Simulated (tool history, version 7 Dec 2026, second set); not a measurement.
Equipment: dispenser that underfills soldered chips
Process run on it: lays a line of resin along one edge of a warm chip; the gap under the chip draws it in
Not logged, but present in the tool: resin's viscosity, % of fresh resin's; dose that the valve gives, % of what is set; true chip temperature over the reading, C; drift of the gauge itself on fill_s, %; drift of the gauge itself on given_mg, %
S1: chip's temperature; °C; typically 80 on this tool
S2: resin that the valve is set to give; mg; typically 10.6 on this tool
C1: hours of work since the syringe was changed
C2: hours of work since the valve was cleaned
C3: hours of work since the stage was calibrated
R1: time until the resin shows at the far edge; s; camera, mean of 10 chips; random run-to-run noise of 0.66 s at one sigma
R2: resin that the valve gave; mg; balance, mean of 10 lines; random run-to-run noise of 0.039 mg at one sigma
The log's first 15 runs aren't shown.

run,day,S1,S2,C1,C2,C3,R1,R2
# day 2.400: new syringe of resin
16,2.438,80,10.6,1,24,162,63.7,10.46
17,2.558,80,10.6,3,26,164,74.0,10.53
18,2.725,80,10.6,5,29,167,91.1,10.47
19,2.938,80,10.6,9,32,170,116.4,10.52
# day 3.142: new syringe of resin
20,3.158,80,10.6,0,35,174,64.8,10.40
21,3.338,68,11.1,3,38,176,115.8,10.92
22,3.567,68,11.1,7,42,180,157.2,10.87
23,3.721,67,12.9,9,44,183,189.9,12.66
24,3.858,67,12.9,11,46,185,226.2,12.68
# day 3.888: new syringe of resin
25,4.088,94,9.1,3,50,188,55.6,8.93
26,4.300,94,9.1,7,53,192,72.9,8.91
27,4.521,72,11.9,10,57,195,175.1,11.60
# day 4.625: new syringe of resin
28,4.717,80,11.5,1,60,198,70.0,11.23
29,4.846,83,10.5,3,62,200,76.7,10.27
30,4.950,79,9.8,5,64,202,99.4,9.50
31,5.058,79,9.8,7,65,204,116.1,9.56
32,5.238,70,10.2,10,68,207,192.2,9.90
# day 5.338: dispensing valve cleaned and set on the balance
# day 5.404: new syringe of resin
33,5.450,93,9.5,1,2,209,46.0,9.46
34,5.688,93,9.5,5,5,213,60.9,9.46
35,5.921,93,9.5,8,9,217,82.0,9.43
36,6.117,93,9.5,11,12,220,104.6,9.40

Each row is a separate what-if for the run after 36, all from the same tool condition, not one after another. Results?
# day 6.146: new syringe of resin
A,6.242,81,12.8,2,14,222,?,?
# day 6.146: new syringe of resin
B,6.242,80,11.3,2,14,222,?,?
# day 6.146: new syringe of resin
C,6.242,93,9.4,2,14,222,?,?
# day 6.146: new syringe of resin
D,6.242,88,10.6,2,14,222,?,?

run,R1,R2
A,67.2,12.72
B,71.5,11.29
C,51.3,9.41
D,56.6,10.50
The same runs, with their run-to-run variation unchanged, on a tool lacking any hidden condition would have given:
run,R1,R2
A,55.3,12.80
B,58.8,11.35
C,42.4,9.47
D,46.7,10.56
